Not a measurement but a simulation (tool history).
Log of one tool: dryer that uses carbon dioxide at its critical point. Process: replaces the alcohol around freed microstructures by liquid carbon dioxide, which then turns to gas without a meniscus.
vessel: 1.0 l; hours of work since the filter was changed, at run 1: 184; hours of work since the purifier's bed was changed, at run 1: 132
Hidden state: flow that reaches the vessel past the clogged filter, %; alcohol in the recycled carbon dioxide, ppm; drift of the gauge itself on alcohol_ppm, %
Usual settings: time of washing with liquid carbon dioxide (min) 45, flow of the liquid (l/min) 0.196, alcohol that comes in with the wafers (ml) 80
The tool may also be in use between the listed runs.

run   hour  time of washing with liquid carbon dioxide (min)  flow of the liquid (l/min)  alcohol that comes in with the wafers (ml)  hours of work since the filter was changed  hours of work since the purifier's bed was changed  alcohol left in the vessel before it's heated (ppm by volume)
  1    0.0                                                45                       0.196                                          80                                         184                                                 132                                                            165
  2   23.4                                                45                       0.196                                          80                                         196                                                 144                                                            170
      33.2  -- inlet filter changed
  3   49.2                                                45                       0.164                                          80                                           8                                                 157                                                            185
  4   70.8                                                45                       0.174                                          80                                          20                                                 169                                                            143
  5   92.9                                                45                       0.174                                          80                                          31                                                 180                                                            150
  6  106.2                                                45                       0.174                                          80                                          38                                                 187                                                            150
  7  127.3                                                45                       0.174                                          80                                          49                                                 198                                                            165
  8  153.7                                                45                       0.196                                          80                                          63                                                 212                                                             95
  9  170.8                                                45                       0.196                                          80                                          72                                                 221                                                            102
 10  183.5                                                45                       0.196                                          80                                          79                                                 228                                                            107
 11  199.5                                                45                       0.196                                          80                                          87                                                 236                                                            117
 12  212.4                                                45                       0.196                                          80                                          94                                                 243                                                            109
 13  233.1                                                45                       0.196                                          80                                         105                                                 254                                                            112
 14  257.2                                                45                       0.196                                          68                                         117                                                 266                                                            108
 15  277.3                                                45                       0.196                                          68                                         128                                                 277                                                            111
 16  299.1                                                45                       0.196                                          29                                         139                                                 288                                                             73
 17  315.6                                                45                       0.196                                          34                                         148                                                 297                                                             84
 18  339.6                                                45                       0.196                                          34                                         161                                                 310                                                             88
 19  356.9                                                45                       0.196                                          34                                         170                                                 319                                                             91
 20  379.0                                                29                       0.247                                          76                                         181                                                 330                                                            431
 21  391.4                                                36                       0.247                                          39                                         188                                                 337                                                            108
 22  404.6                                                34                       0.198                                          39                                         195                                                 344                                                            344
     417.3  -- inlet filter changed
 23  418.3                                                45                       0.196                                          31                                           1                                                 350                                                             60
 24  438.4                                                54                       0.196                                          52                                          11                                                 361                                                             59
 25  457.6                                                68                       0.185                                         101                                          21                                                 371                                                             54
 26  478.0                                                68                       0.185                                         101                                          32                                                 382                                                             51
 27  493.0                                                69                       0.281                                          29                                          40                                                 389                                                             52
 28  518.0                                                27                       0.225                                          72                                          53                                                 403                                                            538
 29  544.4                                                27                       0.225                                          72                                          67                                                 416                                                            576
 30  564.5                                                27                       0.225                                          62                                          77                                                 427                                                            517
 31  588.3                                                66                       0.162                                          40                                          90                                                 439                                                             59
 32  611.9                                                41                       0.162                                          40                                         102                                                 452                                                            280
 33  629.5                                                58                       0.119                                          75                                         111                                                 461                                                            459

The same runs without the tool's hidden state, with the same run-to-run variation:
run  alcohol left in the vessel before it's heated (ppm by volume)
  1                                                             54
  2                                                             49
  3                                                            157
  4                                                            109
  5                                                            107
  6                                                            101
  7                                                            108
  8                                                             49
  9                                                             52
 10                                                             52
 11                                                             57
 12                                                             43
 13                                                             42
 14                                                             39
 15                                                             36
 16                                                             19
 17                                                             23
 18                                                             22
 19                                                             23
 20                                                            164
 21                                                             29
 22                                                            125
 23                                                             19
 24                                                             15
 25                                                              9
 26                                                              5
 27                                                              6
 28                                                            395
 29                                                            400
 30                                                            337
 31                                                              3
 32                                                            142
 33                                                            245
